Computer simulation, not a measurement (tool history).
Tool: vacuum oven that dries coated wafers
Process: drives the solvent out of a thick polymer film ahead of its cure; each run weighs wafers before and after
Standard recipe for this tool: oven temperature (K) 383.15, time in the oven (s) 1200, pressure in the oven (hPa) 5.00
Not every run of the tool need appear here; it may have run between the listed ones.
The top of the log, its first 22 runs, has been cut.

{"run": 23, "hour": 456.7, "oven temperature (K)": 383.15, "time in the oven (s)": 1080, "pressure in the oven (hPa)": 4.48, "solvent left in the film (%)": 2.48}
{"hour": 476.2, "done": "vacuum gauge cleaned of residue and calibrated"}
{"run": 24, "hour": 483.6, "oven temperature (K)": 377.15, "time in the oven (s)": 660, "pressure in the oven (hPa)": 13.04, "solvent left in the film (%)": 7.93}
{"run": 25, "hour": 497.2, "oven temperature (K)": 384.15, "time in the oven (s)": 1560, "pressure in the oven (hPa)": 15.52, "solvent left in the film (%)": 2.25}
{"run": 26, "hour": 520.1, "oven temperature (K)": 384.15, "time in the oven (s)": 1560, "pressure in the oven (hPa)": 15.52, "solvent left in the film (%)": 2.29}
{"run": 27, "hour": 539.3, "oven temperature (K)": 383.15, "time in the oven (s)": 1200, "pressure in the oven (hPa)": 15.74, "solvent left in the film (%)": 3.1}
{"run": 28, "hour": 553.8, "oven temperature (K)": 383.15, "time in the oven (s)": 1200, "pressure in the oven (hPa)": 5.44, "solvent left in the film (%)": 1.94}
{"run": 29, "hour": 581.8, "oven temperature (K)": 383.15, "time in the oven (s)": 1200, "pressure in the oven (hPa)": 16.43, "solvent left in the film (%)": 3.23}
{"run": 30, "hour": 598.8, "oven temperature (K)": 383.15, "time in the oven (s)": 1200, "pressure in the oven (hPa)": 16.43, "solvent left in the film (%)": 3.24}
{"run": 31, "hour": 622.9, "oven temperature (K)": 381.15, "time in the oven (s)": 2100, "pressure in the oven (hPa)": 4.78, "solvent left in the film (%)": 0.95}
{"run": 32, "hour": 645.8, "oven temperature (K)": 372.15, "time in the oven (s)": 720, "pressure in the oven (hPa)": 4.61, "solvent left in the film (%)": 8.39}
{"run": 33, "hour": 674.0, "oven temperature (K)": 387.15, "time in the oven (s)": 1200, "pressure in the oven (hPa)": 9.77, "solvent left in the film (%)": 1.78}
{"run": 34, "hour": 697.9, "oven temperature (K)": 387.15, "time in the oven (s)": 1200, "pressure in the oven (hPa)": 9.77, "solvent left in the film (%)": 1.81}
{"run": 35, "hour": 711.0, "oven temperature (K)": 387.15, "time in the oven (s)": 1200, "pressure in the oven (hPa)": 9.77, "solvent left in the film (%)": 1.8}
{"run": 36, "hour": 738.9, "oven temperature (K)": 389.15, "time in the oven (s)": 1380, "pressure in the oven (hPa)": 6.86, "solvent left in the film (%)": 0.97}
{"run": 37, "hour": 762.4, "oven temperature (K)": 397.15, "time in the oven (s)": 1140, "pressure in the oven (hPa)": 6.59, "solvent left in the film (%)": 0.69}
{"run": 38, "hour": 780.2, "oven temperature (K)": 383.15, "time in the oven (s)": 1560, "pressure in the oven (hPa)": 12.54, "solvent left in the film (%)": 2.16}
{"run": 39, "hour": 795.8, "oven temperature (K)": 383.15, "time in the oven (s)": 900, "pressure in the oven (hPa)": 2.99, "solvent left in the film (%)": 3.04}
{"run": 40, "hour": 817.0, "oven temperature (K)": 394.15, "time in the oven (s)": 2040, "pressure in the oven (hPa)": 4.84, "solvent left in the film (%)": 0.43}
{"run": 41, "hour": 846.0, "oven temperature (K)": 371.15, "time in the oven (s)": 1560, "pressure in the oven (hPa)": 4.84, "solvent left in the film (%)": 3.76}
{"run": 42, "hour": 867.4, "oven temperature (K)": 374.15, "time in the oven (s)": 1200, "pressure in the oven (hPa)": 5.0, "solvent left in the film (%)": 4.38}
{"run": 43, "hour": 891.9, "oven temperature (K)": 374.15, "time in the oven (s)": 1200, "pressure in the oven (hPa)": 5.0, "solvent left in the film (%)": 4.33}

Here are 4 independent what-if runs from the current tool condition. What would each one return?
{"run": "A", "hour": 908.6, "oven temperature (K)": 373.15, "time in the oven (s)": 840, "pressure in the oven (hPa)": 10.19, "solvent left in the film (%)": "?"}
{"run": "B", "hour": 908.6, "oven temperature (K)": 389.15, "time in the oven (s)": 600, "pressure in the oven (hPa)": 5.0, "solvent left in the film (%)": "?"}
{"run": "C", "hour": 908.6, "oven temperature (K)": 374.15, "time in the oven (s)": 1920, "pressure in the oven (hPa)": 11.85, "solvent left in the film (%)": "?"}
{"run": "D", "hour": 908.6, "oven temperature (K)": 374.15, "time in the oven (s)": 1020, "pressure in the oven (hPa)": 4.22, "solvent left in the film (%)": "?"}

run=A solvent_left_in_the_film_(%)=7.85
run=B solvent_left_in_the_film_(%)=3.92
run=C solvent_left_in_the_film_(%)=3.26
run=D solvent_left_in_the_film_(%)=5.30
Take away the tool's hidden state, keep each run's random variation, and the runs would have read:
run=A solvent_left_in_the_film_(%)=6.83
run=B solvent_left_in_the_film_(%)=3.20
run=C solvent_left_in_the_film_(%)=2.67
run=D solvent_left_in_the_film_(%)=4.40

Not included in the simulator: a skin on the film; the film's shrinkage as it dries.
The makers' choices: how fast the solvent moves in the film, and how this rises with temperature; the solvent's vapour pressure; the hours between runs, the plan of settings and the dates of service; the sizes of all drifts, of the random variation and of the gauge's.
